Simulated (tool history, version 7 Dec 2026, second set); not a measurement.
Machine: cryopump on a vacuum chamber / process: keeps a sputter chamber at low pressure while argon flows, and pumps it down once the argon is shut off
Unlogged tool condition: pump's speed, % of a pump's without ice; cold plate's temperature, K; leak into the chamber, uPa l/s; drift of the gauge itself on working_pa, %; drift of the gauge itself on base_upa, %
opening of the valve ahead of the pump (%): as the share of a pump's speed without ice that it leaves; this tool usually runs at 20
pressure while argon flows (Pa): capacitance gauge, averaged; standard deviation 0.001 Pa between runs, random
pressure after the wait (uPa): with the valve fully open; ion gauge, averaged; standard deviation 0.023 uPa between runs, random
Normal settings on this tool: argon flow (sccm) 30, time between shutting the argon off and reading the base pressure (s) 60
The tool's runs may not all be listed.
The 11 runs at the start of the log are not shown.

run,day,argon flow (sccm),time between shutting the argon off and reading the base pressure (s),opening of the valve ahead of the pump (%),hours of work since the pump was warmed up and emptied,hours of work since the cold head was overhauled,hours of work since the chamber's fittings were tightened,pressure while argon flows (Pa),pressure after the wait (uPa)
12,6.962,40,60,20,381,381,2307,0.3145,1.69
13,7.329,40,60,20,386,386,2311,0.317,1.76
14,7.946,30,60,20,393,393,2319,0.2379,1.72
15,8.529,30,60,20,400,400,2326,0.2395,1.74
16,8.921,30,60,20,404,404,2330,0.2366,1.69
17,9.288,30,60,20,409,409,2334,0.2379,1.71
18,9.858,30,60,20,415,415,2341,0.2379,1.78
19,10.338,30,60,17,421,421,2347,0.2768,1.74
20,10.7,23,261,55,425,425,2351,0.0702,1.45
21,11.371,23,261,55,433,433,2359,0.0699,1.41
22,12.129,13,60,38,442,442,2368,0.056,1.79
23,12.538,13,60,38,447,447,2373,0.0554,1.7
24,13.4,34,23,54,457,457,2383,0.1053,2.57
25,14.162,15,262,18,466,466,2392,0.1316,1.44
26,14.608,15,187,18,471,471,2397,0.1324,1.53
27,15.238,15,187,18,478,478,2404,0.1318,1.48
28,15.733,54,74,20,484,484,2410,0.43,1.74
29,16.112,54,292,25,489,489,2415,0.3481,1.41
30,16.921,30,79,19,498,498,2424,0.2505,1.7
31,17.475,18,60,26,505,505,2431,0.1111,1.84
32,17.888,18,60,26,509,509,2435,0.1124,1.82
33,18.375,18,87,21,515,515,2441,0.1372,1.67
34,18.792,18,87,21,520,520,2446,0.1361,1.66
35,19.6,18,87,21,530,530,2455,0.1363,1.69

3 options for the next run, each taken on its own from the tool as it stands now. Forecast them:
A,20.183,13,87,39,536,536,2462,?,?
B,20.183,30,60,39,536,536,2462,?,?
C,20.183,18,87,25,536,536,2462,?,?

run,pressure while argon flows (Pa),pressure after the wait (uPa)
A,0.0551,1.68
B,0.127,1.81
C,0.1164,1.67
With no hidden state in the tool, these same runs would have given:
run,pressure while argon flows (Pa),pressure after the wait (uPa)
A,0.0511,0.58
B,0.1179,0.73
C,0.1109,0.6
